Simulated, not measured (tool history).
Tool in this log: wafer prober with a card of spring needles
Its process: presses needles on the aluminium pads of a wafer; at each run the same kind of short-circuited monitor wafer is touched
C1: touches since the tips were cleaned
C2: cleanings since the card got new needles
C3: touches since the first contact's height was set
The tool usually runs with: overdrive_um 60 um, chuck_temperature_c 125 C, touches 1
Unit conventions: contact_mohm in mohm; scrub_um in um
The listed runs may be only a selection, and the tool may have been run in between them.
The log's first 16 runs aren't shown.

At hour 233.1: tips cleaned on abrasive film.
Run 17, hour 237.0: usual settings but overdrive_um 43 um, chuck_temperature_c 51 C; C1 2172; C2 76; C3 167966. Result: contact_mohm 223 mohm, scrub_um 9.82 um.
At hour 241.7: tips cleaned on abrasive film.
At hour 251.1: tips cleaned on abrasive film.
Run 18, hour 253.9: usual settings but overdrive_um 77 um, chuck_temperature_c 29 C; C1 1565; C2 78; C3 177156. Result: contact_mohm 213 mohm, scrub_um 17.77 um.
At hour 260.5: tips cleaned on abrasive film.
Run 19, hour 265.5: usual settings but overdrive_um 41 um, chuck_temperature_c 42 C, touches 2; C1 2768; C2 79; C3 183463. Result: contact_mohm 217 mohm, scrub_um 9.39 um.
At hour 269.6: tips cleaned on abrasive film.
At hour 278.5: tips cleaned on abrasive film.
Run 20, hour 283.5: usual settings but overdrive_um 41 um, chuck_temperature_c 42 C, touches 2; C1 2748; C2 81; C3 193249. Result: contact_mohm 221 mohm, scrub_um 9.55 um.
At hour 287.2: tips cleaned on abrasive film.
At hour 296.2: tips cleaned on abrasive film.
Run 21, hour 297.9: usual settings but overdrive_um 78 um, chuck_temperature_c 110 C; C1 927; C2 83; C3 201017. Result: contact_mohm 229 mohm, scrub_um 17.85 um.
At hour 304.9: tips cleaned on abrasive film.
Run 22, hour 310.9: usual settings but chuck_temperature_c 69 C, touches 2; C1 3322; C2 84; C3 208123. Result: contact_mohm 225 mohm, scrub_um 13.73 um.
At hour 313.4: tips cleaned on abrasive film.
At hour 322.2: tips cleaned on abrasive film.
Run 23, hour 329.0: usual settings but overdrive_um 52 um; C1 3704; C2 86; C3 217934. Result: contact_mohm 240 mohm, scrub_um 12.01 um.
At hour 331.5: tips cleaned on abrasive film.
At hour 340.0: height of the first contact set anew.
At hour 341.8: tips cleaned on abrasive film.
Run 24, hour 343.4: usual settings but overdrive_um 65 um; C1 891; C2 88; C3 1850. Result: contact_mohm 236 mohm, scrub_um 14.91 um.
At hour 350.4: tips cleaned on abrasive film.
Run 25, hour 354.3: usual settings but overdrive_um 65 um; C1 2148; C2 89; C3 7787. Result: contact_mohm 234 mohm, scrub_um 14.96 um.
At hour 359.5: tips cleaned on abrasive film.
At hour 369.1: tips cleaned on abrasive film.
Run 26, hour 369.1: usual settings but overdrive_um 65 um; C1 0; C2 91; C3 15764. Result: contact_mohm 235 mohm, scrub_um 14.92 um.
Run 27, hour 376.9: usual settings but overdrive_um 58 um; C1 4332; C2 91; C3 20096. Result: contact_mohm 238 mohm, scrub_um 13.30 um.
At hour 378.5: tips cleaned on abrasive film.
Run 28, hour 386.0: usual settings but overdrive_um 58 um; C1 4123; C2 92; C3 25028. Result: contact_mohm 233 mohm, scrub_um 13.36 um.
At hour 387.6: tips cleaned on abrasive film.
At hour 396.4: tips cleaned on abrasive film.
Run 29, hour 401.4: usual settings but overdrive_um 58 um; C1 2755; C2 94; C3 33371. Result: contact_mohm 236 mohm, scrub_um 13.36 um.
At hour 406.4: tips cleaned on abrasive film.
At hour 415.5: tips cleaned on abrasive film.
Run 30, hour 417.2: usual settings but overdrive_um 58 um; C1 945; C2 96; C3 41941. Result: contact_mohm 241 mohm, scrub_um 13.36 um.
At hour 424.4: tips cleaned on abrasive film.
Run 31, hour 425.2: usual settings but overdrive_um 58 um; C1 432; C2 97; C3 46257. Result: contact_mohm 233 mohm, scrub_um 13.31 um.

What if the next run were any one of these 3? Each begins from the tool's condition after run 31:
At hour 433.5: tips cleaned on abrasive film.
At hour 442.7: tips cleaned on abrasive film.
Run A, hour 443.5: usual settings but overdrive_um 71 um, chuck_temperature_c 35 C; C1 425; C2 99; C3 56199. Result: contact_mohm ?, scrub_um ?.
At hour 433.5: tips cleaned on abrasive film.
At hour 442.7: tips cleaned on abrasive film.
Run B, hour 443.5: usual settings but overdrive_um 58 um, chuck_temperature_c 33 C, touches 2; C1 425; C2 99; C3 56199. Result: contact_mohm ?, scrub_um ?.
At hour 433.5: tips cleaned on abrasive film.
At hour 442.7: tips cleaned on abrasive film.
Run C, hour 443.5: usual settings but overdrive_um 62 um, chuck_temperature_c 47 C, touches 2; C1 425; C2 99; C3 56199. Result: contact_mohm ?, scrub_um ?.

run  contact_mohm  scrub_um
  A           209     16.29
  B           218     13.28
  C           216     14.21
With no hidden state in the tool, these same runs would have given:
run  contact_mohm  scrub_um
  A           209     16.29
  B           218     13.28
  C           216     14.21

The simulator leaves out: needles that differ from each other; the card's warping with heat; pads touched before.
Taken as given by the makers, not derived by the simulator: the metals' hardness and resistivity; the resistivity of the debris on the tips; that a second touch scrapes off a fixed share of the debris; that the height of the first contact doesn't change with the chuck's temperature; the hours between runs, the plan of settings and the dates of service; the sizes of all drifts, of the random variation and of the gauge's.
